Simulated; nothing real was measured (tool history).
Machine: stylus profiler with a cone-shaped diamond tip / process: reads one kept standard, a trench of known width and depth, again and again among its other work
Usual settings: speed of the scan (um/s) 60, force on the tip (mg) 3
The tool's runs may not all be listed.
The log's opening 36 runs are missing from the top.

| run | day | speed of the scan (um/s) | force on the tip (mg) | scans with this tip | hours of work since the height scale was calibrated | depth of the trench (Å) | width of the trench's floor (µm) |
|---|---|---|---|---|---|---|---|
| 37 | 119.675 | 60 | 2.38 | 1043 | 110 | 10111.4 | 93.37 |
| 38 | 124.662 | 204 | 2.38 | 1721 | 181 | 10109.5 | 92.46 |
| 39 | 129.621 | 44 | 1.3 | 2396 | 252 | 10068.8 | 93.15 |
| 40 | 132.871 | 185 | 1.3 | 2839 | 299 | 10064.8 | 91.98 |
| 41 | 136.667 | 28 | 1.3 | 3356 | 353 | 10067.8 | 93.14 |
| 42 | 139.208 | 146 | 1.22 | 3702 | 389 | 10056.5 | 92.12 |
| 43 | 142.5 | 146 | 1.22 | 4150 | 436 | 10062.6 | 92.08 |
| 44 | 145.462 | 146 | 1.22 | 4554 | 479 | 10063.6 | 91.9 |

Run 45 is up next; what results do you expect?
| 45 | 149.254 | 146 | 1.22 | 5070 | 533 | ? | ? |

{"run 45": {"depth of the trench (Å)": 10057.4, "width of the trench's floor (µm)": 91.89}}
Minus the tool's unlogged condition, the same run would have read depth of the trench (Å) 10066.9, width of the trench's floor (µm) 92.82.

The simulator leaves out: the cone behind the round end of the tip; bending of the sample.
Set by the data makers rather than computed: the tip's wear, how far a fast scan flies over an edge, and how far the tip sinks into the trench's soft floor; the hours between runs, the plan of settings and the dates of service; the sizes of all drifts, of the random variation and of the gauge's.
